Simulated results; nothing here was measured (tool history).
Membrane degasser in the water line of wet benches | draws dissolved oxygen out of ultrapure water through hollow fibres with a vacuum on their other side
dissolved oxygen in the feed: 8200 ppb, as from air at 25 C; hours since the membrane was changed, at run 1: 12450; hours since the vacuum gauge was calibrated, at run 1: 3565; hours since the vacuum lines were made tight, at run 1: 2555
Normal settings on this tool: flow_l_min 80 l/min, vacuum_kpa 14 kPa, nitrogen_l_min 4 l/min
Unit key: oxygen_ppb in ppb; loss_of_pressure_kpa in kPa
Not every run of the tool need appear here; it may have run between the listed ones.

run,hour,flow_l_min,vacuum_kpa,nitrogen_l_min,hours since the membrane was changed,hours since the vacuum gauge was calibrated,hours since the vacuum lines were made tight,oxygen_ppb,loss_of_pressure_kpa
1,0,80,14,4,12450,3565,2555,458.8,39.14
2,249.4,80,14,4,12699,3815,2805,458.8,39.39
3,471.6,80,14,3.64,12921,4037,3027,495,39.17
4,721.3,80,14,4,13171,4287,3276,460.5,39.22
5,1003,80,14,5.51,13453,4568,3558,346.9,39.31
6,1281.2,80,14,4,13731,4846,3836,463.2,39.47
7,1500.8,80,10.4,4,13950,5066,4056,312,39.68
8,1736.3,80,14,4.91,14186,5302,4291,384.9,39.33
9,1995.8,80,14,4.91,14445,5561,4551,386.4,39.5
10,2189.8,69,29.1,10.26,14640,5755,4745,401,33.68
11,2520.4,69,29.1,10.26,14970,6086,5076,400.9,33.76
12,2835,126,19.3,4,15285,6400,5390,970.8,62.04
# hour 3073: vacuum gauge calibrated
13,3099.9,52,32.2,2.54,15549,27,5655,1155.4,25.5
14,3396.5,125,11.2,4.24,15846,324,5951,487.9,61.42
15,3703.4,125,11.2,4.24,16153,630,6258,487.8,61.44
16,3900.8,80,14,8.15,16350,828,6455,246.1,39.23

Predict the results of run 17:
17,4156.5,80,14,8.15,16606,1084,6711,?,?

Run 17 measured oxygen_ppb 243.7 ppb, loss_of_pressure_kpa 39.15 kPa.
Minus the tool's unlogged condition, the same run would have read oxygen_ppb 243.6 ppb, loss_of_pressure_kpa 39.09 kPa.

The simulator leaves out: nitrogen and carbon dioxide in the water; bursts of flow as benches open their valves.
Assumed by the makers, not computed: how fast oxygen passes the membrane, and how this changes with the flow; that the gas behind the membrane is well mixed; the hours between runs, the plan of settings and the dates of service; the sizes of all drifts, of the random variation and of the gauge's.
